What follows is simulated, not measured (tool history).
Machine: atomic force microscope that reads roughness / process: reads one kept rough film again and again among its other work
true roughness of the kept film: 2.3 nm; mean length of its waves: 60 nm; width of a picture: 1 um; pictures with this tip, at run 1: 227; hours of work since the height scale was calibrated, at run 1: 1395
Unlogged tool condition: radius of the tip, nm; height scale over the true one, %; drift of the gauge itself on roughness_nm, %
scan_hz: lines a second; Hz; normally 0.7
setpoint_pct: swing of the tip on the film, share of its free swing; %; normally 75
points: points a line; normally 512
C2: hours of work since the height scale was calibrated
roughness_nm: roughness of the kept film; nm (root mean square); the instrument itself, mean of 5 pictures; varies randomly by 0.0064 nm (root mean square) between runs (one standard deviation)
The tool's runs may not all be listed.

run 1 day=0 | scan_hz=0.7 setpoint_pct=75 points=512 | pictures_with_this_tip=227 C2=1395 | roughness_nm=2.15
-- day=1.371 new tip fitted
run 2 day=1.925 | scan_hz=1.817 setpoint_pct=75 points=512 | pictures_with_this_tip=29 C2=1430 | roughness_nm=2.071
run 3 day=3.762 | scan_hz=0.7 setpoint_pct=75 points=885 | pictures_with_this_tip=126 C2=1463 | roughness_nm=2.184
run 4 day=5.454 | scan_hz=0.7 setpoint_pct=75 points=885 | pictures_with_this_tip=214 C2=1493 | roughness_nm=2.141
-- day=7.075 new tip fitted
run 5 day=7.312 | scan_hz=0.7 setpoint_pct=75 points=885 | pictures_with_this_tip=12 C2=1527 | roughness_nm=2.209
run 6 day=8.442 | scan_hz=0.7 setpoint_pct=75 points=885 | pictures_with_this_tip=72 C2=1547 | roughness_nm=2.204
run 7 day=9.904 | scan_hz=0.7 setpoint_pct=75 points=885 | pictures_with_this_tip=148 C2=1573 | roughness_nm=2.181
run 8 day=11.029 | scan_hz=1.204 setpoint_pct=57 points=759 | pictures_with_this_tip=207 C2=1594 | roughness_nm=2.188
run 9 day=11.846 | scan_hz=1.974 setpoint_pct=57 points=529 | pictures_with_this_tip=250 C2=1608 | roughness_nm=2.147
-- day=12.733 new tip fitted
run 10 day=13.371 | scan_hz=1.974 setpoint_pct=57 points=529 | pictures_with_this_tip=33 C2=1636 | roughness_nm=2.215
run 11 day=14.792 | scan_hz=1.732 setpoint_pct=56 points=464 | pictures_with_this_tip=108 C2=1661 | roughness_nm=2.2
run 12 day=16.054 | scan_hz=0.7 setpoint_pct=60 points=670 | pictures_with_this_tip=174 C2=1684 | roughness_nm=2.222
run 13 day=17.712 | scan_hz=1.943 setpoint_pct=69 points=278 | pictures_with_this_tip=261 C2=1714 | roughness_nm=2.037

Forecast each of these 5 alternatives for the next run:
-- day=18.438 new tip fitted
-- day=18.788 height scale calibrated on a step standard
run A day=18.804 | scan_hz=3.001 setpoint_pct=79 points=512 | pictures_with_this_tip=18 C2=0 | roughness_nm=?
-- day=18.438 new tip fitted
-- day=18.788 height scale calibrated on a step standard
run B day=18.804 | scan_hz=0.7 setpoint_pct=75 points=406 | pictures_with_this_tip=18 C2=0 | roughness_nm=?
-- day=18.438 new tip fitted
-- day=18.788 height scale calibrated on a step standard
run C day=18.804 | scan_hz=3.645 setpoint_pct=84 points=588 | pictures_with_this_tip=18 C2=0 | roughness_nm=?
-- day=18.438 new tip fitted
-- day=18.788 height scale calibrated on a step standard
run D day=18.804 | scan_hz=0.748 setpoint_pct=84 points=394 | pictures_with_this_tip=18 C2=0 | roughness_nm=?
-- day=18.438 new tip fitted
-- day=18.788 height scale calibrated on a step standard
run E day=18.804 | scan_hz=0.934 setpoint_pct=75 points=902 | pictures_with_this_tip=18 C2=0 | roughness_nm=?

run=A roughness_nm=1.821
run=B roughness_nm=2.18
run=C roughness_nm=1.635
run=D roughness_nm=2.094
run=E roughness_nm=2.14
With the hidden condition removed and each run's random variation left untouched, the same runs would have given:
run=A roughness_nm=1.824
run=B roughness_nm=2.184
run=C roughness_nm=1.637
run=D roughness_nm=2.098
run=E roughness_nm=2.144
